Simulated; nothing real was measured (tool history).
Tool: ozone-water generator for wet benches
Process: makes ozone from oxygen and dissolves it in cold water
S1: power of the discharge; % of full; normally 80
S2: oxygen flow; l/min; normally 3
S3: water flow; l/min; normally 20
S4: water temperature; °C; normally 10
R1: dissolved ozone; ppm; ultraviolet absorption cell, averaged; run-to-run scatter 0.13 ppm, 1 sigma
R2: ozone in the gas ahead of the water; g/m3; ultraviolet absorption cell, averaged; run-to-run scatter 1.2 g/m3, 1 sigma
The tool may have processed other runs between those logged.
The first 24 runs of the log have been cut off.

run	hour	S1	S2	S3	S4	R1	R2
25	3180.9	56	1.59	16	5	9.3	187.6
26	3321.9	41	3	31	8	4.3	116.1
27	3453.6	41	3	31	8	4.4	114.4
28	3608.1	79	3	21	10	11.1	189.8
29	3685.5	79	3	21	10	11.2	189.1
30	3838.2	79	3.15	19	10	12.4	183.7
31	3989.6	79	3.15	19	10	12.3	184.2
# hour 4137.2: water thermometer calibrated
32	4152.1	80	2.6	20	7	11.2	199.3
33	4246.5	80	3	20	16	11	187.3

Here are 4 independent what-if runs from the current tool condition. What would each one return?
A	4369.6	80	3	20	12	?	?
B	4369.6	79	4.18	14	10	?	?
C	4369.6	80	3.68	20	10	?	?
D	4369.6	74	1.7	13	16	?	?

run	R1	R2
A	11.5	188.7
B	17.4	161.9
C	12.3	171.8
D	13	220
What these runs would have given with no unlogged condition in the tool:
run	R1	R2
A	14.6	213.3
B	22	182.8
C	15.7	194.3
D	16.3	247

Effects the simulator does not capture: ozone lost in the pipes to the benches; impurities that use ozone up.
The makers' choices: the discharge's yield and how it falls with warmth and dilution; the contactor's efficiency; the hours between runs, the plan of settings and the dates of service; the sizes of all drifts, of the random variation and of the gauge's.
